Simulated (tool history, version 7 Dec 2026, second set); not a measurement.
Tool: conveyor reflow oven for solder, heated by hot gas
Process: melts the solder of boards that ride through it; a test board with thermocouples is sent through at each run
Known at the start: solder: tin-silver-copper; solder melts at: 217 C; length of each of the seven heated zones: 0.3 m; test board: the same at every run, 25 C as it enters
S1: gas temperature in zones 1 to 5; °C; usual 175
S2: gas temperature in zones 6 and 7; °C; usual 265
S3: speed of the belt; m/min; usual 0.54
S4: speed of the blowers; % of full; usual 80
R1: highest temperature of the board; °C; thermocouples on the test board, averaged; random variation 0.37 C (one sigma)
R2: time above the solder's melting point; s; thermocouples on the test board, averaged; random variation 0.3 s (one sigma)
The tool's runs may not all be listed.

| run | hour | S1 | S2 | S3 | S4 | R1 | R2 |
|---|---|---|---|---|---|---|---|
| 1 | 0 | 175 | 265 | 0.54 | 80 | 250.1 | 49.5 |
| 2 | 55.1 | 175 | 265 | 0.54 | 80 | 249.7 | 49.5 |
| 3 | 86.1 | 175 | 265 | 0.54 | 80 | 250.3 | 49.2 |
| 4 | 134.3 | 175 | 265 | 0.54 | 80 | 250.3 | 48.8 |
| 5 | 180 | 175 | 265 | 0.54 | 80 | 250.9 | 49.7 |
| 6 | 245.3 | 175 | 265 | 0.54 | 70 | 247.1 | 46.1 |
| 7 | 307.1 | 175 | 265 | 0.54 | 70 | 247.2 | 46.2 |
| 8 | 362.7 | 175 | 265 | 0.54 | 70 | 247.5 | 46.3 |
| 9 | 410.7 | 175 | 265 | 0.54 | 80 | 250.1 | 49 |
|  | 431.2 | thermocouples of zones 6 and 7 changed |
| 10 | 469.5 | 175 | 265 | 0.54 | 80 | 250.4 | 49.3 |
|  | 484.2 | flux residue cleaned out of gas plates and filters |
| 11 | 527.9 | 165 | 265 | 0.54 | 80 | 248.5 | 45 |
| 12 | 559.3 | 165 | 265 | 0.54 | 80 | 248.5 | 45.2 |
| 13 | 625.5 | 165 | 265 | 0.54 | 80 | 248.4 | 44.8 |
| 14 | 669 | 165 | 265 | 0.54 | 80 | 248.8 | 45.3 |
| 15 | 725.9 | 175 | 256 | 0.54 | 80 | 242.4 | 44.1 |
| 16 | 784.5 | 175 | 263 | 0.54 | 69 | 244.9 | 44.3 |
| 17 | 839.5 | 186 | 255 | 0.431 | 80 | 248.4 | 67.3 |
| 18 | 902.7 | 186 | 255 | 0.431 | 58 | 243.6 | 61.6 |
| 19 | 934.2 | 176 | 255 | 0.448 | 58 | 241 | 50.6 |
| 20 | 987.1 | 162 | 265 | 0.54 | 64 | 242.3 | 37.9 |
| 21 | 1033.9 | 175 | 265 | 0.54 | 73 | 248.5 | 47.2 |
| 22 | 1064.9 | 175 | 265 | 0.54 | 73 | 248 | 47.6 |
| 23 | 1107.5 | 175 | 265 | 0.54 | 73 | 248.1 | 47.5 |
|  | 1126.4 | flux residue cleaned out of gas plates and filters |
| 24 | 1151.3 | 187 | 265 | 0.54 | 80 | 253 | 54.6 |
| 25 | 1183.5 | 187 | 265 | 0.54 | 80 | 251.9 | 55.2 |

Forecast run 26:
| 26 | 1249.3 | 173 | 276 | 0.502 | 90 | ? | ? |

R1: 264.3 °C
R2: 61 s
Without the tool's hidden state the same run would have given R1 264.3 °C, R2 61 s.
